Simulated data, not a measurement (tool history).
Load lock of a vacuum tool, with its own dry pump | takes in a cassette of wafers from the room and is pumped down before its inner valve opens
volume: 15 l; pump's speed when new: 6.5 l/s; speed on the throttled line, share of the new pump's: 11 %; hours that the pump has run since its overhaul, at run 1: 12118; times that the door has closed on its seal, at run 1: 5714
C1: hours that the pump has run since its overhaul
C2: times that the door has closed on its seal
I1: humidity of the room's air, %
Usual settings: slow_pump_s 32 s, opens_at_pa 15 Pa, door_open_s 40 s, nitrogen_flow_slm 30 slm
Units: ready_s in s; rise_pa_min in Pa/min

run 1 hour=0.0 | slow_pump_s=32 opens_at_pa=15 door_open_s=40 nitrogen_flow_slm=30 | C1=12118 C2=5714 | I1=42.6 | ready_s=50.4 rise_pa_min=0.050
run 2 hour=95.5 | slow_pump_s=32 opens_at_pa=15 door_open_s=40 nitrogen_flow_slm=30 | C1=12213 C2=5980 | I1=44.1 | ready_s=50.7 rise_pa_min=0.046
run 3 hour=204.6 | slow_pump_s=32 opens_at_pa=15 door_open_s=40 nitrogen_flow_slm=30 | C1=12322 C2=6284 | I1=45.2 | ready_s=50.6 rise_pa_min=0.051
run 4 hour=253.6 | slow_pump_s=32 opens_at_pa=15 door_open_s=40 nitrogen_flow_slm=30 | C1=12371 C2=6420 | I1=46.1 | ready_s=50.9 rise_pa_min=0.049
run 5 hour=305.0 | slow_pump_s=19 opens_at_pa=15 door_open_s=40 nitrogen_flow_slm=30 | C1=12423 C2=6563 | I1=44.9 | ready_s=39.0 rise_pa_min=0.048
run 6 hour=411.5 | slow_pump_s=32 opens_at_pa=15 door_open_s=40 nitrogen_flow_slm=30 | C1=12529 C2=6860 | I1=41.3 | ready_s=50.8 rise_pa_min=0.052
run 7 hour=507.0 | slow_pump_s=32 opens_at_pa=15 door_open_s=44 nitrogen_flow_slm=30 | C1=12625 C2=7126 | I1=46.4 | ready_s=50.8 rise_pa_min=0.058
run 8 hour=559.8 | slow_pump_s=32 opens_at_pa=15 door_open_s=44 nitrogen_flow_slm=30 | C1=12677 C2=7273 | I1=46.3 | ready_s=50.9 rise_pa_min=0.054
run 9 hour=619.0 | slow_pump_s=32 opens_at_pa=14 door_open_s=40 nitrogen_flow_slm=30 | C1=12737 C2=7438 | I1=44.2 | ready_s=50.9 rise_pa_min=0.055
run 10 hour=692.6 | slow_pump_s=32 opens_at_pa=14 door_open_s=40 nitrogen_flow_slm=30 | C1=12810 C2=7643 | I1=48.4 | ready_s=50.9 rise_pa_min=0.059
run 11 hour=775.0 | slow_pump_s=32 opens_at_pa=14 door_open_s=40 nitrogen_flow_slm=30 | C1=12893 C2=7872 | I1=45.0 | ready_s=50.8 rise_pa_min=0.058

Forecast run 12:
run 12 hour=878.4 | slow_pump_s=32 opens_at_pa=15 door_open_s=40 nitrogen_flow_slm=30 | C1=12996 C2=8160 | I1=43.5 | ready_s=? rise_pa_min=?

{"run 12": {"ready_s": 50.7, "rise_pa_min": 0.053}}
Without the tool's hidden state the same run would have given ready_s 48.7 s, rise_pa_min 0.034 Pa/min.
